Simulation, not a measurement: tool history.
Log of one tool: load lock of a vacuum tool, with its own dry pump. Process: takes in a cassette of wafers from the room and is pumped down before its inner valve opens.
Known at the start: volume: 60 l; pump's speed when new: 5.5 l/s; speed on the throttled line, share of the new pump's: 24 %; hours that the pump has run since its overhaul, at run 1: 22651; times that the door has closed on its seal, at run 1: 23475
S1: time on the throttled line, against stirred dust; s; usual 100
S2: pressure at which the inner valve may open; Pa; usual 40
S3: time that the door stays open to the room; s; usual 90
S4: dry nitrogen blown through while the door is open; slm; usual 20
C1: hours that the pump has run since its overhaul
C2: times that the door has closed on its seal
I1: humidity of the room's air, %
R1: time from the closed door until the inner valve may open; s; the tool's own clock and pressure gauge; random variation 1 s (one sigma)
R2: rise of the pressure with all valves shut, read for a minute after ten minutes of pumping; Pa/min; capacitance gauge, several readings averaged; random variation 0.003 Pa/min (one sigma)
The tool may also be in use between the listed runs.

{"run": 1, "day": 0.0, "S1": 100, "S2": 40, "S3": 90, "S4": 20, "C1": 22651, "C2": 23475, "I1": 46.2, "R1": 177.7, "R2": 0.107}
{"run": 2, "day": 9.95, "S1": 112, "S2": 40, "S3": 90, "S4": 20, "C1": 22890, "C2": 23947, "I1": 45.3, "R1": 186.5, "R2": 0.106}
{"run": 3, "day": 20.354, "S1": 112, "S2": 40, "S3": 90, "S4": 20, "C1": 23139, "C2": 24440, "I1": 46.1, "R1": 190.4, "R2": 0.113}
{"run": 4, "day": 32.871, "S1": 112, "S2": 40, "S3": 90, "S4": 20, "C1": 23440, "C2": 25033, "I1": 43.5, "R1": 189, "R2": 0.12}
{"run": 5, "day": 41.296, "S1": 100, "S2": 40, "S3": 90, "S4": 20, "C1": 23642, "C2": 25432, "I1": 43.9, "R1": 179.1, "R2": 0.115}
{"run": 6, "day": 52.025, "S1": 100, "S2": 40, "S3": 90, "S4": 9, "C1": 23899, "C2": 25940, "I1": 44.9, "R1": 181, "R2": 0.13}
{"run": 7, "day": 58.646, "S1": 100, "S2": 40, "S3": 90, "S4": 12, "C1": 24058, "C2": 26254, "I1": 45.8, "R1": 180.2, "R2": 0.131}
{"run": 8, "day": 71.025, "S1": 100, "S2": 40, "S3": 90, "S4": 12, "C1": 24355, "C2": 26840, "I1": 41.6, "R1": 179, "R2": 0.132}

Run 9 comes next. What will it give?
{"run": 9, "day": 77.704, "S1": 127, "S2": 40, "S3": 90, "S4": 20, "C1": 24516, "C2": 27157, "I1": 44, "R1": "?", "R2": "?"}

Run 9 gave R1 199.8 s, R2 0.125 Pa/min.
Without the tool's hidden state the same run would have given R1 183.1 s, R2 0.021 Pa/min.
